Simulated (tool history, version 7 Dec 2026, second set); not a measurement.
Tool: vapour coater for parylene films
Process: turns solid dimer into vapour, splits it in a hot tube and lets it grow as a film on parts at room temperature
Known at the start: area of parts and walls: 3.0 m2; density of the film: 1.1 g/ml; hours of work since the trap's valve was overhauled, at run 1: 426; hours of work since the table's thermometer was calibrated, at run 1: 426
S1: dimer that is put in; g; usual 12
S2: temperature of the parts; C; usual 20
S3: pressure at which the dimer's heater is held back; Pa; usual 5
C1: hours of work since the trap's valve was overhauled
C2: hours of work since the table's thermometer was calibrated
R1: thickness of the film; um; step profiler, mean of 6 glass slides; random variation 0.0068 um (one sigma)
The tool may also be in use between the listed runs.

run,hour,S1,S2,S3,C1,C2,R1
1,0,12,20,5,426,426,2.476
2,40.1,12,20,5,459,459,2.48
# hour 73.9: trap's valve overhauled
3,98.7,12,20,5,20,503,2.501
4,168,12,20,5,76,559,2.493
5,206.6,12,20,5,108,591,2.482
6,268,12,20,5,158,641,2.495
7,332,12,20,6.31,210,693,2.429
8,383.9,12,20,2.55,252,735,2.646
9,419,12,20,2.55,280,763,2.648
10,449.6,12,20,5,305,788,2.497
11,516.2,12,20,5,359,842,2.49
12,551.3,12,20,5,388,871,2.498
13,596,12,20,7.34,424,907,2.431
14,659.7,12,20,7.34,476,959,2.419
# hour 672.1: trap's valve overhauled
15,725,12,20,7.34,43,1009,2.422
16,775.4,12,15,5,84,1050,2.85
17,841.9,12,15,5,138,1104,2.857
18,900.8,6,13,6.45,186,1152,1.475
19,960.2,6,13,6.45,234,1200,1.473
20,1013.6,6,27,2.44,278,1243,1.128
21,1058,12,16,10.73,314,1279,2.616
22,1096.1,13,16,4.73,345,1310,3.032
23,1130.2,9,31,5.48,372,1338,1.419
24,1193.4,8,26,11.54,424,1389,1.349
25,1238.3,20,23,4.58,460,1426,3.942
# hour 1271.4: trap's valve overhauled
26,1271.4,12,20,8.19,0,1450,2.419
27,1328.4,12,20,8.19,46,1496,2.423
28,1373.9,17,12,4.07,83,1533,4.48
29,1414.8,17,12,4.07,117,1566,4.474
30,1444.8,5,26,9.92,141,1590,0.851
31,1498.9,5,26,9.92,185,1634,0.862
32,1558.1,20,20,10.98,233,1683,3.95
33,1609.5,20,20,10.98,275,1724,3.969
34,1665,9,18,7.05,320,1769,1.958

The same runs without the tool's hidden state, with the same run-to-run variation:
The hidden state here: vapour lost through the trap's worn valve, %; true temperature of the parts over the reading, C; drift of the gauge itself on film_um, %.
run,R1
1,2.478
2,2.481
3,2.498
4,2.488
5,2.476
6,2.487
7,2.419
8,2.634
9,2.634
10,2.483
11,2.474
12,2.481
13,2.413
14,2.399
15,2.398
16,2.82
17,2.824
18,1.457
19,1.454
20,1.113
21,2.579
22,2.987
23,1.397
24,1.327
25,3.877
26,2.376
27,2.379
28,4.395
29,4.387
30,0.834
31,0.844
32,3.866
33,3.883
34,1.914
